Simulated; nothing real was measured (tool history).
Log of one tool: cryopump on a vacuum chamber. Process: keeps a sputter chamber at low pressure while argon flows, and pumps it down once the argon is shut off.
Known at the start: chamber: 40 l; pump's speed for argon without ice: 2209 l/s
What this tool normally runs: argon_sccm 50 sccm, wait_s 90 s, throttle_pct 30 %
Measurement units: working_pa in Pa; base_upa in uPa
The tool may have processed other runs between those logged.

run 1 hour=0 | argon_sccm=50 wait_s=90 throttle_pct=30 | working_pa=0.1326 base_upa=1.74
run 2 hour=9.7 | argon_sccm=50 wait_s=90 throttle_pct=30 | working_pa=0.1319 base_upa=1.73
run 3 hour=17.1 | argon_sccm=50 wait_s=90 throttle_pct=30 | working_pa=0.1331 base_upa=1.75
run 4 hour=33.6 | argon_sccm=50 wait_s=90 throttle_pct=30 | working_pa=0.1318 base_upa=1.85
run 5 hour=43.8 | argon_sccm=50 wait_s=90 throttle_pct=30 | working_pa=0.1323 base_upa=1.81
run 6 hour=58.5 | argon_sccm=50 wait_s=90 throttle_pct=30 | working_pa=0.1345 base_upa=1.83
run 7 hour=68.6 | argon_sccm=50 wait_s=90 throttle_pct=54 | working_pa=0.076 base_upa=1.83
run 8 hour=79.3 | argon_sccm=50 wait_s=90 throttle_pct=30 | working_pa=0.1339 base_upa=1.8
run 9 hour=86.1 | argon_sccm=50 wait_s=90 throttle_pct=30 | working_pa=0.1327 base_upa=1.8
run 10 hour=98.1 | argon_sccm=50 wait_s=90 throttle_pct=30 | working_pa=0.1331 base_upa=1.85
run 11 hour=114.6 | argon_sccm=50 wait_s=90 throttle_pct=30 | working_pa=0.1348 base_upa=1.91
run 12 hour=126.6 | argon_sccm=57 wait_s=90 throttle_pct=39 | working_pa=0.1188 base_upa=1.89
run 13 hour=143.5 | argon_sccm=57 wait_s=64 throttle_pct=39 | working_pa=0.1188 base_upa=2.17
run 14 hour=157.9 | argon_sccm=48 wait_s=56 throttle_pct=30 | working_pa=0.1296 base_upa=2.38
run 15 hour=174.7 | argon_sccm=48 wait_s=56 throttle_pct=30 | working_pa=0.128 base_upa=2.39
run 16 hour=186.9 | argon_sccm=44 wait_s=191 throttle_pct=60 | working_pa=0.0626 base_upa=1.59

Run 17 has not been measured yet. What should we expect?
run 17 hour=202.6 | argon_sccm=44 wait_s=32 throttle_pct=18 | working_pa=? base_upa=?

{"run 17": {"working_pa": 0.1912, "base_upa": 3.27}}
Without the tool's hidden state the same run would have given working_pa 0.185 Pa, base_upa 2.05 uPa.

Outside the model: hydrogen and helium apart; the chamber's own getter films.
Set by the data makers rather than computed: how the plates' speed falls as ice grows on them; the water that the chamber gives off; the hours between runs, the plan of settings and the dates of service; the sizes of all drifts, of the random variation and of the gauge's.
